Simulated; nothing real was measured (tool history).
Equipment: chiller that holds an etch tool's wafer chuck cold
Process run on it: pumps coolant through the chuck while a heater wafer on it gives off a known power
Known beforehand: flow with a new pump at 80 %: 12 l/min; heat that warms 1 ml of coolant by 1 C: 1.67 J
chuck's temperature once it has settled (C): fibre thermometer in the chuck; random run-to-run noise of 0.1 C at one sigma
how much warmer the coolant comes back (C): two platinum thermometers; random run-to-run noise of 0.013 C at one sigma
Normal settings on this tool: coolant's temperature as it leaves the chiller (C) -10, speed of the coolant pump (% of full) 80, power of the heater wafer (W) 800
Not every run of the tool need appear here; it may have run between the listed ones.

| run | hour | coolant's temperature as it leaves the chiller (C) | speed of the coolant pump (% of full) | power of the heater wafer (W) | chuck's temperature once it has settled (C) | how much warmer the coolant comes back (C) |
|---|---|---|---|---|---|---|
| 1 | 0.0 | -10 | 80 | 800 | -0.5 | 2.40 |
| 2 | 35.8 | -10 | 80 | 800 | -0.5 | 2.40 |
| 3 | 73.3 | -10 | 80 | 800 | -0.6 | 2.41 |
| 4 | 113.5 | -10 | 80 | 800 | -0.8 | 2.39 |
| 5 | 150.1 | -10 | 80 | 800 | -0.5 | 2.40 |
| 6 | 172.4 | -10 | 80 | 800 | -0.6 | 2.39 |
| 7 | 213.1 | -10 | 80 | 800 | -0.2 | 2.39 |
| 8 | 249.5 | -10 | 80 | 800 | -0.4 | 2.40 |
| 9 | 270.3 | -10 | 80 | 800 | -0.5 | 2.39 |
| 10 | 300.0 | -10 | 80 | 800 | -0.8 | 2.40 |
| 11 | 329.9 | -10 | 80 | 800 | -0.7 | 2.39 |
| 12 | 353.2 | -10 | 80 | 800 | -0.5 | 2.39 |
| 13 | 390.3 | -5 | 80 | 800 | 4.5 | 2.39 |
| 14 | 436.5 | -5 | 80 | 800 | 4.6 | 2.37 |
| 15 | 467.9 | -5 | 80 | 800 | 4.3 | 2.39 |
| 16 | 514.8 | -5 | 80 | 1104 | 8.1 | 3.30 |
| 17 | 547.5 | -5 | 80 | 1104 | 8.1 | 3.31 |
| 18 | 594.4 | -4 | 82 | 800 | 5.4 | 2.35 |
| 19 | 625.3 | -4 | 82 | 800 | 5.3 | 2.36 |
| 20 | 670.2 | -7 | 82 | 800 | 2.4 | 2.34 |
| 21 | 710.0 | -15 | 62 | 800 | -3.2 | 3.03 |
| 22 | 757.6 | -15 | 62 | 800 | -3.3 | 3.06 |
| 23 | 779.5 | -6 | 95 | 712 | 1.5 | 1.78 |
| 24 | 816.2 | -6 | 95 | 712 | 1.2 | 1.81 |
| 25 | 836.4 | -6 | 95 | 712 | 1.2 | 1.82 |
| 26 | 880.4 | -6 | 90 | 742 | 2.0 | 2.00 |
| 27 | 905.2 | -2 | 74 | 945 | 10.1 | 3.04 |
| 28 | 939.4 | -16 | 80 | 454 | -10.4 | 1.36 |
| 29 | 980.4 | -2 | 94 | 484 | 3.0 | 1.25 |
| 30 | 1026.6 | -2 | 94 | 484 | 3.1 | 1.24 |
| 31 | 1070.0 | -2 | 94 | 484 | 2.9 | 1.22 |

Here are 3 independent what-if runs from the current tool condition. What would each one return?
| A | 1098.1 | -17 | 78 | 800 | ? | ? |
| B | 1098.1 | -18 | 92 | 536 | ? | ? |
| C | 1098.1 | -10 | 71 | 800 | ? | ? |

| run | chuck's temperature once it has settled (C) | how much warmer the coolant comes back (C) |
|---|---|---|
| A | -7.3 | 2.44 |
| B | -12.3 | 1.42 |
| C | 0.5 | 2.67 |
With the hidden condition removed and each run's random variation left untouched, the same runs would have given:
| run | chuck's temperature once it has settled (C) | how much warmer the coolant comes back (C) |
|---|---|---|
| A | -7.4 | 2.44 |
| B | -12.3 | 1.42 |
| C | 0.5 | 2.67 |
